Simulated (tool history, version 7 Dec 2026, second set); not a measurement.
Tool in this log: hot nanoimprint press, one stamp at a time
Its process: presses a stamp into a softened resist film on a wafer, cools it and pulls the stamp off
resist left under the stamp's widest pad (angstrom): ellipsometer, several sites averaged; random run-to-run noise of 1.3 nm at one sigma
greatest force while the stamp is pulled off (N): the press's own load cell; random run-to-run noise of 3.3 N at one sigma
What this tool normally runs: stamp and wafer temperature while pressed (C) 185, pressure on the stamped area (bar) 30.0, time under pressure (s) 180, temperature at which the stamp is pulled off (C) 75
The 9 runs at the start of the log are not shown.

| run | hour | stamp and wafer temperature while pressed (C) | pressure on the stamped area (bar) | time under pressure (s) | temperature at which the stamp is pulled off (C) | resist left under the stamp's widest pad (angstrom) | greatest force while the stamp is pulled off (N) |
|---|---|---|---|---|---|---|---|
| 10 | 65.2 | 185 | 25.9 | 180 | 75 | 2292 | 252 |
| 11 | 75.2 | 185 | 30.0 | 180 | 75 | 2133 | 257 |
| 12 | 81.1 | 185 | 30.0 | 180 | 75 | 2131 | 250 |
| 13 | 87.0 | 185 | 30.0 | 180 | 75 | 2111 | 253 |
|  | 96.6 | stamp cleaned and given a new release coat |
| 14 | 101.6 | 185 | 30.0 | 142 | 75 | 2320 | 222 |
| 15 | 109.6 | 185 | 30.0 | 209 | 75 | 2004 | 224 |
| 16 | 114.7 | 185 | 18.4 | 180 | 75 | 2686 | 221 |
| 17 | 122.3 | 181 | 38.1 | 100 | 74 | 2606 | 230 |
| 18 | 129.8 | 195 | 38.1 | 100 | 74 | 1732 | 230 |
| 19 | 136.1 | 195 | 38.1 | 100 | 74 | 1735 | 230 |
| 20 | 140.6 | 195 | 38.1 | 100 | 74 | 1731 | 230 |
| 21 | 146.0 | 195 | 38.1 | 100 | 74 | 1746 | 227 |
| 22 | 153.9 | 195 | 38.1 | 100 | 74 | 1729 | 234 |
| 23 | 160.2 | 187 | 44.3 | 207 | 75 | 1545 | 225 |
| 24 | 165.1 | 178 | 23.6 | 207 | 75 | 2822 | 222 |
| 25 | 173.1 | 178 | 23.6 | 207 | 75 | 2837 | 229 |
| 26 | 183.1 | 178 | 23.6 | 207 | 75 | 2845 | 228 |
| 27 | 191.5 | 185 | 22.0 | 180 | 61 | 2503 | 308 |
| 28 | 201.2 | 185 | 40.5 | 114 | 75 | 2147 | 235 |
| 29 | 210.5 | 185 | 23.7 | 100 | 75 | 2905 | 225 |
| 30 | 215.2 | 185 | 23.7 | 100 | 75 | 2921 | 229 |
| 31 | 222.1 | 185 | 23.7 | 100 | 72 | 2959 | 246 |

3 options for the next run, each taken on its own from the tool as it stands now. Forecast them:
| A | 227.9 | 185 | 47.4 | 180 | 75 | ? | ? |
| B | 227.9 | 186 | 27.9 | 180 | 75 | ? | ? |
| C | 227.9 | 185 | 23.7 | 309 | 72 | ? | ? |

| run | resist left under the stamp's widest pad (angstrom) | greatest force while the stamp is pulled off (N) |
|---|---|---|
| A | 1706 | 232 |
| B | 2174 | 230 |
| C | 2001 | 243 |
With no hidden state in the tool, these same runs would have given:
| run | resist left under the stamp's widest pad (angstrom) | greatest force while the stamp is pulled off (N) |
|---|---|---|
| A | 1569 | 213 |
| B | 2017 | 211 |
| C | 1853 | 223 |
